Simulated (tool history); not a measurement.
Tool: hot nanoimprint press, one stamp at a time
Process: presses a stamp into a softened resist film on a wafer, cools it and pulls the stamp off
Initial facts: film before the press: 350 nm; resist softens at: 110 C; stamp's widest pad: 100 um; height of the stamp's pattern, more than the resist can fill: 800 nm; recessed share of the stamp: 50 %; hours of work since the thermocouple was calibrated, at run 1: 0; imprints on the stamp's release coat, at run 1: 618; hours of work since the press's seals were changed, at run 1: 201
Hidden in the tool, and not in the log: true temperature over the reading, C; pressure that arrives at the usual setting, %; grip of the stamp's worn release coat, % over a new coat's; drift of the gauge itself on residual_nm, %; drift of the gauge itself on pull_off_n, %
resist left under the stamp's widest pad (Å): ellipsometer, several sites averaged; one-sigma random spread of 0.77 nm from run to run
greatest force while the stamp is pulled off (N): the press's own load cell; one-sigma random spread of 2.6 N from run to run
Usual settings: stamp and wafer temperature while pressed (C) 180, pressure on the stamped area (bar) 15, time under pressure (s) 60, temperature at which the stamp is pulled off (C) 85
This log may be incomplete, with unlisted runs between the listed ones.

run    day  stamp and wafer temperature while pressed (C)  pressure on the stamped area (bar)  time under pressure (s)  temperature at which the stamp is pulled off (C)  hours of work since the thermocouple was calibrated  imprints on the stamp's release coat  hours of work since the press's seals were changed  resist left under the stamp's widest pad (Å)  greatest force while the stamp is pulled off (N)
  1      0                                            180                                  15                       60                                                85                                                    0                                   618                                                 201                                          1444                                               142
  2  0.433                                            180                                  15                       60                                                85                                                    4                                   635                                                 205                                          1445                                               148
  3  0.929                                            180                                  15                       60                                                85                                                    9                                   655                                                 210                                          1434                                               152
  4    1.4                                            180                                  15                       60                                                78                                                   14                                   674                                                 215                                          1439                                               175
  5  1.633                                            180                                  15                       60                                                78                                                   16                                   683                                                 217                                          1426                                               178
  6  2.133                                            180                                  15                       60                                                78                                                   21                                   703                                                 222                                          1434                                               166
  7  2.475                                            179                                 9.6                      102                                                70                                                   25                                   716                                                 225                                          1545                                               200
  8  2.821                                            180                                18.1                       60                                                83                                                   28                                   730                                                 229                                          1285                                               152
  9  3.112                                            176                                13.3                      110                                                87                                                   31                                   741                                                 232                                          1497                                               144
 10    3.6                                            180                                 9.6                       60                                                77                                                   36                                   761                                                 236                                          1778                                               177
 11  4.096                                            180                                  15                      117                                                85                                                   41                                   780                                                 241                                          1107                                               154
 12  4.421                                            183                                23.1                       60                                                85                                                   44                                   793                                                 245                                           965                                               152

Predict each of these 5 candidate next runs independently; none follows another, all start after run 12:
  A  4.683                                            180                                18.2                      113                                                85                                                   47                                   804                                                 247                                             ?                                                 ?
  B  4.683                                            180                                  15                       60                                                72                                                   47                                   804                                                 247                                             ?                                                 ?
  C  4.683                                            169                                  15                       60                                                93                                                   47                                   804                                                 247                                             ?                                                 ?
  D  4.683                                            187                                20.9                       60                                                84                                                   47                                   804                                                 247                                             ?                                                 ?
  E  4.683                                            180                                  15                      110                                                85                                                   47                                   804                                                 247                                             ?                                                 ?

run  resist left under the stamp's widest pad (Å)  greatest force while the stamp is pulled off (N)
  A                                          1010                                               156
  B                                          1428                                               196
  C                                          2366                                               124
  D                                           845                                               151
  E                                          1134                                               157
With no hidden state in the tool, these same runs would have given:
run  resist left under the stamp's widest pad (Å)  greatest force while the stamp is pulled off (N)
  A                                          1013                                               128
  B                                          1433                                               161
  C                                          2373                                               102
  D                                           846                                               124
  E                                          1137                                               129
